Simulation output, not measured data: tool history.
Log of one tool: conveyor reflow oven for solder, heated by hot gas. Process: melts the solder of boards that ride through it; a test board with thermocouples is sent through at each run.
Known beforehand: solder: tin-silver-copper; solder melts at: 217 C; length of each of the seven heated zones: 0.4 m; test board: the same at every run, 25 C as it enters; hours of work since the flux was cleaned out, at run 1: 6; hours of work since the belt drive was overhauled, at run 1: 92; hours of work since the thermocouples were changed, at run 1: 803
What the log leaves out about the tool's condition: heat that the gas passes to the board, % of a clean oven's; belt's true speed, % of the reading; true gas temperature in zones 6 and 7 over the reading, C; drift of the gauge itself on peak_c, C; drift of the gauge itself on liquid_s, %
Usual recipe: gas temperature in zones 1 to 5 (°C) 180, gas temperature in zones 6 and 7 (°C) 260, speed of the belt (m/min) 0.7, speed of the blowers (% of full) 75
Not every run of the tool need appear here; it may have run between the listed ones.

run,hour,gas temperature in zones 1 to 5 (°C),gas temperature in zones 6 and 7 (°C),speed of the belt (m/min),speed of the blowers (% of full),hours of work since the flux was cleaned out,hours of work since the belt drive was overhauled,hours of work since the thermocouples were changed,highest temperature of the board (°C),time above the solder's melting point (s)
1,0,180,260,0.7,75,6,92,803,246.5,51.4
2,19.1,180,260,0.7,75,21,107,818,247.2,51.2
3,39.8,180,260,0.7,75,37,123,834,246.8,50.4
4,75.2,180,260,0.7,75,64,150,862,246.4,50.3
# hour 90.7: thermocouples of zones 6 and 7 changed
5,113.4,180,260,0.772,75,93,179,18,246.9,45.4
6,152.6,180,260,0.7,75,123,209,48,249.6,52.4
7,174.8,180,260,0.7,75,140,226,65,248.3,52.2
8,212.7,180,260,0.7,75,170,256,95,248.3,52.2
# hour 243.9: flux residue cleaned out of gas plates and filters
9,253,180,260,0.837,75,7,283,122,243,38.3
10,278.4,180,261,0.7,75,27,303,142,249.2,51.4
11,308.4,180,261,0.7,75,50,326,165,248.3,51.6
12,339.2,180,261,0.7,75,74,350,189,247.7,51.1
13,359.5,180,260,0.7,75,90,366,205,246.6,50.9
# hour 388.4: flux residue cleaned out of gas plates and filters, once more
14,392.1,180,260,0.7,75,3,387,227,248.1,52.3
15,423.8,180,260,0.7,75,27,412,251,248.5,52.2
16,456.4,179,270,0.648,82,53,437,277,260.1,63.8
17,485.7,188,258,0.709,82,76,460,299,248.5,55
18,508.6,188,258,0.709,82,93,478,317,248.8,54.8
19,541,188,258,0.709,82,119,503,342,248.9,55.3
20,569.3,188,258,0.709,82,141,525,364,247.6,54.5
21,595.8,184,272,0.7,89,161,546,385,261.4,61.4
22,621.3,184,272,0.7,89,181,566,405,260.7,60.9
# hour 638.4: flux residue cleaned out of gas plates and filters
23,646.2,184,272,0.7,89,6,581,420,261.8,61.1
24,664.5,184,272,0.7,89,20,595,434,261.1,61.2
25,693.3,180,271,0.7,75,43,618,457,258.1,57.7
26,717.2,180,260,0.665,81,61,636,475,249.6,57.4
27,741.2,180,260,0.7,52,80,655,494,242.3,45.4
28,766,180,260,0.7,53,99,674,513,242.7,46.3
29,797.4,180,260,0.7,53,124,699,538,242.1,45.9
30,827.3,180,260,0.7,86,147,722,561,249.1,54

4 options for the next run, each taken on its own from the tool as it stands now. Forecast them:
A,855,180,254,0.582,86,168,743,583,?,?
B,855,179,260,0.688,75,168,743,583,?,?
C,855,180,272,0.7,86,168,743,583,?,?
D,855,180,273,0.614,75,168,743,583,?,?

run,highest temperature of the board (°C),time above the solder's melting point (s)
A,246.5,64.3
B,247.4,51.8
C,259.7,58.5
D,262,69.1
Without the tool's unlogged condition, the same runs would have read:
run,highest temperature of the board (°C),time above the solder's melting point (s)
A,248.8,65.6
B,249.7,53
C,262.2,59.1
D,264.4,69.6

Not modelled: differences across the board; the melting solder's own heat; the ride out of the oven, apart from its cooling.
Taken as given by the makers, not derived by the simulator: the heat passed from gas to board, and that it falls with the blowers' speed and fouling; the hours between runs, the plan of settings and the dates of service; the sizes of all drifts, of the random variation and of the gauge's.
